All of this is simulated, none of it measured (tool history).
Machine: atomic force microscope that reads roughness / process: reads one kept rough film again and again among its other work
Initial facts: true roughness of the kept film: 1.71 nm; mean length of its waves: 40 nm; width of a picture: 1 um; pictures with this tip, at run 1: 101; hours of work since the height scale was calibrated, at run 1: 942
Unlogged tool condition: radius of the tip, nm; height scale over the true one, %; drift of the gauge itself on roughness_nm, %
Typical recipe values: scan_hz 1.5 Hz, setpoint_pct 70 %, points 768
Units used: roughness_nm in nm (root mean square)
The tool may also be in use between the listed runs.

run	hour	scan_hz	setpoint_pct	points	pictures with this tip	hours of work since the height scale was calibrated	roughness_nm
1	0	1.5	70	768	101	942	1.426
2	63.9	1.5	70	768	221	986	1.386
3	117.3	1.5	70	768	321	1022	1.315
# hour 129.1: new tip fitted
4	154.6	1.5	70	768	47	1047	1.474
5	212	1.5	70	284	155	1086	1.41
6	277.3	1.5	70	284	277	1131	1.328
7	309.2	1.5	70	284	337	1153	1.292
# hour 316.2: new tip fitted
8	367.9	1.5	70	284	97	1193	1.447
9	419.7	1.5	64	768	194	1228	1.433
10	448.4	1.5	70	768	248	1248	1.369
11	489	1.16	70	768	324	1276	1.343
# hour 502.1: new tip fitted
12	556.3	1.5	70	768	102	1321	1.441
13	587.5	1.5	70	768	160	1343	1.415
14	657	1.5	70	768	290	1390	1.338
# hour 688.1: new tip fitted
15	719.5	1.5	69	768	59	1433	1.492
16	748.6	1.5	70	736	113	1453	1.455
17	809.9	3.36	70	736	228	1494	1.236

Estimate the outcome of run 18 from the log above:
# hour 871.3: new tip fitted
18	871.3	3.36	70	736	0	1536	?

Run 18 came out at roughness_nm 1.38 nm (root mean square).
On a tool with no hidden condition, and with the same random variation, this run would have come out at roughness_nm 1.358 nm (root mean square).
